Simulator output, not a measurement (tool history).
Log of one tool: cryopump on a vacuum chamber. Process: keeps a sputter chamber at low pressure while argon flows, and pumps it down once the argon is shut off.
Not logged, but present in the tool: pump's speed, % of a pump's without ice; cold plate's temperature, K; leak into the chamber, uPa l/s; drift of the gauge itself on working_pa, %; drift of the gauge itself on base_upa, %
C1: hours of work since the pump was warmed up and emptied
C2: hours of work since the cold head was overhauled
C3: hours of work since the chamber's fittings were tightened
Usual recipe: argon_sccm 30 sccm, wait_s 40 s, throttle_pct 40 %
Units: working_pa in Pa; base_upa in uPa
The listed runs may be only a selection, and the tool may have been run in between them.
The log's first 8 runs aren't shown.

run 9 hour=564.4 | argon_sccm=21 wait_s=40 throttle_pct=40 | C1=437 C2=1923 C3=2289 | working_pa=0.0386 base_upa=1.65
run 10 hour=639.8 | argon_sccm=30 wait_s=40 throttle_pct=20 | C1=495 C2=1982 C3=2347 | working_pa=0.1053 base_upa=1.65
run 11 hour=701.0 | argon_sccm=30 wait_s=40 throttle_pct=20 | C1=543 C2=2029 C3=2395 | working_pa=0.1069 base_upa=1.77
run 12 hour=786.2 | argon_sccm=30 wait_s=40 throttle_pct=24 | C1=609 C2=2095 C3=2460 | working_pa=0.0895 base_upa=1.76
run 13 hour=858.2 | argon_sccm=30 wait_s=40 throttle_pct=40 | C1=664 C2=2151 C3=2516 | working_pa=0.0577 base_upa=1.84
run 14 hour=909.2 | argon_sccm=30 wait_s=40 throttle_pct=40 | C1=704 C2=2190 C3=2556 | working_pa=0.0574 base_upa=1.94
-- hour=921.8 pump warmed up, emptied and cooled again
run 15 hour=981.4 | argon_sccm=30 wait_s=40 throttle_pct=40 | C1=46 C2=2242 C3=2608 | working_pa=0.0522 base_upa=1.64
run 16 hour=1037.1 | argon_sccm=30 wait_s=40 throttle_pct=40 | C1=89 C2=2285 C3=2651 | working_pa=0.0524 base_upa=1.69
run 17 hour=1073.7 | argon_sccm=54 wait_s=40 throttle_pct=21 | C1=118 C2=2314 C3=2679 | working_pa=0.1768 base_upa=1.64
run 18 hour=1131.4 | argon_sccm=54 wait_s=40 throttle_pct=21 | C1=162 C2=2358 C3=2724 | working_pa=0.1760 base_upa=1.72
run 19 hour=1187.7 | argon_sccm=14 wait_s=229 throttle_pct=29 | C1=206 C2=2402 C3=2767 | working_pa=0.0341 base_upa=1.35
run 20 hour=1252.2 | argon_sccm=14 wait_s=229 throttle_pct=29 | C1=256 C2=2452 C3=2817 | working_pa=0.0338 base_upa=1.38
run 21 hour=1327.4 | argon_sccm=43 wait_s=40 throttle_pct=41 | C1=314 C2=2510 C3=2876 | working_pa=0.0758 base_upa=1.85
run 22 hour=1395.0 | argon_sccm=12 wait_s=213 throttle_pct=33 | C1=366 C2=2562 C3=2928 | working_pa=0.0258 base_upa=1.50
run 23 hour=1439.4 | argon_sccm=33 wait_s=40 throttle_pct=15 | C1=401 C2=2597 C3=2962 | working_pa=0.1527 base_upa=1.90
run 24 hour=1510.2 | argon_sccm=33 wait_s=40 throttle_pct=15 | C1=455 C2=2652 C3=3017 | working_pa=0.1539 base_upa=1.97
run 25 hour=1586.1 | argon_sccm=15 wait_s=24 throttle_pct=37 | C1=514 C2=2710 C3=3076 | working_pa=0.0306 base_upa=2.49
run 26 hour=1637.1 | argon_sccm=15 wait_s=24 throttle_pct=37 | C1=554 C2=2750 C3=3115 | working_pa=0.0300 base_upa=2.46
run 27 hour=1702.5 | argon_sccm=30 wait_s=211 throttle_pct=26 | C1=604 C2=2800 C3=3166 | working_pa=0.0845 base_upa=1.73
run 28 hour=1762.8 | argon_sccm=42 wait_s=276 throttle_pct=26 | C1=651 C2=2847 C3=3213 | working_pa=0.1194 base_upa=1.78
-- hour=1842.8 pump warmed up, emptied and cooled again
run 29 hour=1855.9 | argon_sccm=42 wait_s=276 throttle_pct=39 | C1=10 C2=2915 C3=3281 | working_pa=0.0732 base_upa=1.52
run 30 hour=1900.9 | argon_sccm=30 wait_s=154 throttle_pct=25 | C1=45 C2=2950 C3=3316 | working_pa=0.0830 base_upa=1.50
run 31 hour=1963.6 | argon_sccm=53 wait_s=24 throttle_pct=27 | C1=94 C2=2999 C3=3364 | working_pa=0.1350 base_upa=2.31
run 32 hour=2012.3 | argon_sccm=53 wait_s=24 throttle_pct=27 | C1=131 C2=3036 C3=3402 | working_pa=0.1355 base_upa=2.34

Forecast each of these 4 alternatives for the next run:
run A hour=2069.9 | argon_sccm=53 wait_s=86 throttle_pct=32 | C1=176 C2=3081 C3=3447 | working_pa=? base_upa=?
run B hour=2069.9 | argon_sccm=18 wait_s=45 throttle_pct=23 | C1=176 C2=3081 C3=3447 | working_pa=? base_upa=?
run C hour=2069.9 | argon_sccm=12 wait_s=25 throttle_pct=18 | C1=176 C2=3081 C3=3447 | working_pa=? base_upa=?
run D hour=2069.9 | argon_sccm=30 wait_s=40 throttle_pct=21 | C1=176 C2=3081 C3=3447 | working_pa=? base_upa=?

run=A working_pa=0.1161 base_upa=1.72
run=B working_pa=0.0550 base_upa=2.00
run=C working_pa=0.0458 base_upa=2.36
run=D working_pa=0.0981 base_upa=2.06
Without the tool's hidden state the same runs would have given:
run=A working_pa=0.1123 base_upa=0.36
run=B working_pa=0.0537 base_upa=0.59
run=C working_pa=0.0449 base_upa=0.95
run=D working_pa=0.0960 base_upa=0.62

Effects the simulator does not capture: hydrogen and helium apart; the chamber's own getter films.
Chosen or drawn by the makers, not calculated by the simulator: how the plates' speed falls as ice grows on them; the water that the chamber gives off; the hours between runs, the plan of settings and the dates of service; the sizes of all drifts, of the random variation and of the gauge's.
